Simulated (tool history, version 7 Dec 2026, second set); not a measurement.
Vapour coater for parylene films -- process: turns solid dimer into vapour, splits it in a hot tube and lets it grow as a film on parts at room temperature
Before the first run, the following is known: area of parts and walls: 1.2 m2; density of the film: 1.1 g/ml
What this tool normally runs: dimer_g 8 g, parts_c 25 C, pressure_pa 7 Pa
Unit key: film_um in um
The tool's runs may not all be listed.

Run 1, hour 0: usual settings. Result: film_um 4.12 um.
Run 2, hour 28.7: usual settings. Result: film_um 4.06 um.
Run 3, hour 62.5: usual settings. Result: film_um 4.03 um.
Run 4, hour 78.9: usual settings. Result: film_um 4.03 um.
Run 5, hour 102.4: usual settings but dimer_g 6 g. Result: film_um 3.01 um.
At hour 120.2: trap's valve overhauled.
Run 6, hour 124.5: usual settings. Result: film_um 4.41 um.
Run 7, hour 158.5: usual settings. Result: film_um 4.41 um.
Run 8, hour 184.9: usual settings. Result: film_um 4.3 um.
Run 9, hour 214.2: usual settings. Result: film_um 4.35 um.
Run 10, hour 230.9: usual settings. Result: film_um 4.34 um.
Run 11, hour 248.1: usual settings. Result: film_um 4.39 um.
Run 12, hour 268.4: usual settings. Result: film_um 4.38 um.
Run 13, hour 302.8: usual settings. Result: film_um 4.36 um.
Run 14, hour 328.9: usual settings. Result: film_um 4.25 um.
Run 15, hour 358: usual settings. Result: film_um 4.28 um.
Run 16, hour 378.6: usual settings but dimer_g 5 g, parts_c 27 C, pressure_pa 5.44 Pa. Result: film_um 2.66 um.
Run 17, hour 395.1: usual settings but dimer_g 5 g, parts_c 27 C, pressure_pa 5.44 Pa. Result: film_um 2.66 um.
Run 18, hour 428.4: usual settings but dimer_g 5 g, parts_c 27 C, pressure_pa 5.44 Pa. Result: film_um 2.55 um.
Run 19, hour 452.9: usual settings but dimer_g 6 g, parts_c 36 C. Result: film_um 2.56 um.
Run 20, hour 475.2: usual settings but dimer_g 7 g, pressure_pa 3.77 Pa. Result: film_um 3.83 um.
Run 21, hour 495.1: usual settings but dimer_g 7 g, pressure_pa 3.06 Pa. Result: film_um 3.89 um.
Run 22, hour 527.4: usual settings but dimer_g 5 g, parts_c 18 C, pressure_pa 4.07 Pa. Result: film_um 3.08 um.
Run 23, hour 558.3: usual settings but parts_c 35 C, pressure_pa 2.48 Pa. Result: film_um 3.66 um.

Expected results for the next run?
Run 24, hour 591.8: usual settings but parts_c 35 C, pressure_pa 2.48 Pa. Result: film_um ?.

Logged for run 24: film_um 3.66 um.
On a tool with no hidden condition, and with the same random variation, this run would have come out at film_um 3.93 um.

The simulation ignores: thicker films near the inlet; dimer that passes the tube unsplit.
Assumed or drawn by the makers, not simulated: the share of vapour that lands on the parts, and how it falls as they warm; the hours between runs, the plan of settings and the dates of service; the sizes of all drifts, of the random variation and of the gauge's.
